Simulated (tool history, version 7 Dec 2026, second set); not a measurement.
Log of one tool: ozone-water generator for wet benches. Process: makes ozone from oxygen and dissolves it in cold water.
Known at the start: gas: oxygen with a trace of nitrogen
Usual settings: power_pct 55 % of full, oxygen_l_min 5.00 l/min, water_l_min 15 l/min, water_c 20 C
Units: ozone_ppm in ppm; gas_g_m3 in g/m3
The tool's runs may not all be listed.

run    hour  power_pct  oxygen_l_min  water_l_min  water_c  ozone_ppm  gas_g_m3
  1     0.0         55          5.00           15       20       13.6     131.8
  2    37.6         55          3.72           15       20       14.0     157.9
  3    87.3         55          3.72           15       20       14.1     158.2
  4   133.4         55          3.72           15       20       14.2     157.4
  5   176.4         55          3.72           15       20       14.2     156.8
  6   215.9         55          3.72           15       20       13.9     157.9
  7   274.7         55          3.72           15       20       14.1     158.4
  8   312.0         55          3.72           15       20       14.4     156.1
  9   373.7         55          5.00           15       20       13.9     129.1
 10   459.4         55          5.00           15       20       13.6     129.3
 11   500.7         55          5.00           15       20       13.5     130.2
 12   588.3         55          5.00           18       20       11.6     130.4
 13   627.2         43          5.00           14       20       11.7     104.8
 14   707.3         43          5.00           14       20       11.7     105.3
 15   788.0         55          5.00           12       20       16.4     130.7
 16   877.7         55          5.00           12       20       16.4     129.3
 17   921.5        100          2.54           20       18       18.0     338.4
 18   992.6         52          7.24           18       21       10.2      97.8
 19  1041.4         55          5.00           15       24       12.8     131.1
 20  1122.2         97          5.00           13       24       23.5     212.8
 21  1182.9         55          3.41           15       20       13.8     166.0
 22  1222.0         76          6.87           20       22       12.9     140.7
 23  1276.0         73          6.87           20       22       12.2     135.6
 24  1343.2         93          5.00           15       20       21.4     205.0

4 ways to go on from here, each from the tool as it stands after run 24. What would each give?
  A  1398.3         93          5.00           15       15          ?         ?
  B  1398.3         44          5.00           15       13          ?         ?
  C  1398.3         55          3.23           10       14          ?         ?
  D  1398.3         57          4.10           15       20          ?         ?

run  ozone_ppm  gas_g_m3
  A       23.3     204.1
  B       12.3     107.0
  C       22.4     170.7
  D       14.2     150.8
Without the tool's hidden state the same runs would have given:
run  ozone_ppm  gas_g_m3
  A       25.0     212.7
  B       13.0     109.0
  C       23.6     175.1
  D       15.1     154.8

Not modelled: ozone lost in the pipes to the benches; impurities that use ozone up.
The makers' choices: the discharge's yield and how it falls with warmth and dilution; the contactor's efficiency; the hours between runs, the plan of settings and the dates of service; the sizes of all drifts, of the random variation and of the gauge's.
